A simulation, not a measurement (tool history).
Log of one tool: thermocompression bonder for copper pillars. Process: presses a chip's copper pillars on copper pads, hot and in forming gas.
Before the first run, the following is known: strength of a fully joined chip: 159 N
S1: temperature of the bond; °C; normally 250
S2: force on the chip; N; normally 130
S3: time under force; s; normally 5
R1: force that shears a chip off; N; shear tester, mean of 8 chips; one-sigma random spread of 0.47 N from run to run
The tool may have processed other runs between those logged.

run 1 hour=0 | S1=250 S2=130 S3=5 | R1=60.4
run 2 hour=6.4 | S1=250 S2=130 S3=5 | R1=60.9
run 3 hour=12.6 | S1=250 S2=188 S3=5 | R1=75.9
run 4 hour=20.8 | S1=250 S2=188 S3=5 | R1=75.6
run 5 hour=28.8 | S1=250 S2=188 S3=5 | R1=74.9
run 6 hour=37.7 | S1=250 S2=148 S3=5 | R1=65.9
run 7 hour=52.5 | S1=250 S2=148 S3=5 | R1=65.5
run 8 hour=60.3 | S1=250 S2=109 S3=5 | R1=55
run 9 hour=72.6 | S1=250 S2=130 S3=14 | R1=86.3
run 10 hour=82.8 | S1=250 S2=130 S3=14 | R1=88.1
run 11 hour=91 | S1=244 S2=193 S3=5 | R1=69
run 12 hour=99.3 | S1=244 S2=193 S3=5 | R1=70.6
run 13 hour=107.3 | S1=272 S2=127 S3=8 | R1=96.2
run 14 hour=117.3 | S1=272 S2=127 S3=8 | R1=96.3
run 15 hour=123.8 | S1=263 S2=193 S3=4 | R1=84.7
run 16 hour=134.8 | S1=254 S2=193 S3=9 | R1=97.6
run 17 hour=143.1 | S1=254 S2=193 S3=9 | R1=96.9
run 18 hour=149.7 | S1=254 S2=105 S3=12 | R1=79
run 19 hour=157.7 | S1=264 S2=112 S3=12 | R1=92.4

5 options for the next run, each taken on its own from the tool as it stands now. Forecast them:
run A hour=167.8 | S1=273 S2=130 S3=5 | R1=?
run B hour=167.8 | S1=261 S2=130 S3=5 | R1=?
run C hour=167.8 | S1=246 S2=130 S3=8 | R1=?
run D hour=167.8 | S1=270 S2=130 S3=5 | R1=?
run E hour=167.8 | S1=250 S2=93 S3=5 | R1=?

run=A R1=86.3
run=B R1=72.3
run=C R1=68.4
run=D R1=82.1
run=E R1=49.2
Without the tool's unlogged condition, the same runs would have read:
run=A R1=88.1
run=B R1=73.4
run=C R1=69.3
run=D R1=83.7
run=E R1=49.7
